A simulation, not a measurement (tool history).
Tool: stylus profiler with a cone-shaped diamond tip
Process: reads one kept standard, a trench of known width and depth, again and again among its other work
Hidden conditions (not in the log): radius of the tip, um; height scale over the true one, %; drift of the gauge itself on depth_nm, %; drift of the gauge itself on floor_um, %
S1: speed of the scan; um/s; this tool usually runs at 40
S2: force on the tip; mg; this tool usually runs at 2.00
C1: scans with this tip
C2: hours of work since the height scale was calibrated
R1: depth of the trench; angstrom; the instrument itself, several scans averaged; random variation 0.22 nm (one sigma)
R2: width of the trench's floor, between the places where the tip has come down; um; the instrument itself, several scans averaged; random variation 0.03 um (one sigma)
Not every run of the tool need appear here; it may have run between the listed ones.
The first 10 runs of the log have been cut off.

run   hour   S1    S2     C1    C2       R1     R2
 11  265.3   40  1.30  10629   887  10084.1  14.75
 12  287.8   40  2.00  10777   899  10117.5  14.78
 13  303.8   40  2.00  10882   908  10117.4  14.74
 14  329.5   40  2.00  11050   922  10116.0  14.79
 15  357.5  100  2.00  11233   938  10115.0  14.33
 16  390.4   40  2.00  11450   956  10117.3  14.78
 17  413.8   40  2.00  11603   968  10111.6  14.69
 18  447.7   40  2.00  11825   987  10119.3  14.78
 19  468.6   81  1.72  11962   998  10100.6  14.38
 20  495.1   81  1.72  12136  1013  10100.6  14.34
 21  510.3   13  0.80  12235  1021  10048.6  14.78
 22  534.3  140  5.98  12393  1034  10262.6  14.40
 23  551.9   22  5.25  12509  1044  10238.6  14.78
 24  573.5   39  3.01  12650  1056  10155.0  14.69
 25  591.9   25  2.48  12771  1066  10137.5  14.70
 26  624.7   40  0.78  12986  1084  10049.3  14.46
 27  648.9   19  1.30  13145  1097  10079.5  14.68
 28  681.4   19  1.30  13357  1115  10075.9  14.69
 29  701.7   19  0.74  13491  1126  10048.1  14.58
 30  727.0   15  2.00  13657  1140  10111.8  14.69
 31  742.7   31  0.90  13759  1148  10059.2  14.44
 32  757.1   52  2.14  13854  1156  10117.7  14.44
 33  782.0   75  4.26  14017  1170  10203.3  14.37

3 options for the next run, each taken on its own from the tool as it stands now. Forecast them:
  A  817.1  40  2.73  14247  1189   ?   ?
  B  817.1  94  4.43  14247  1189   ?   ?
  C  817.1  81  0.72  14247  1189   ?   ?

run       R1     R2
  A  10140.2  14.47
  B  10208.4  14.28
  C  10043.1  13.79
Had the tool no hidden state, the same runs would have come out as:
run       R1     R2
  A  10168.0  16.31
  B  10236.4  16.11
  C  10070.6  15.62
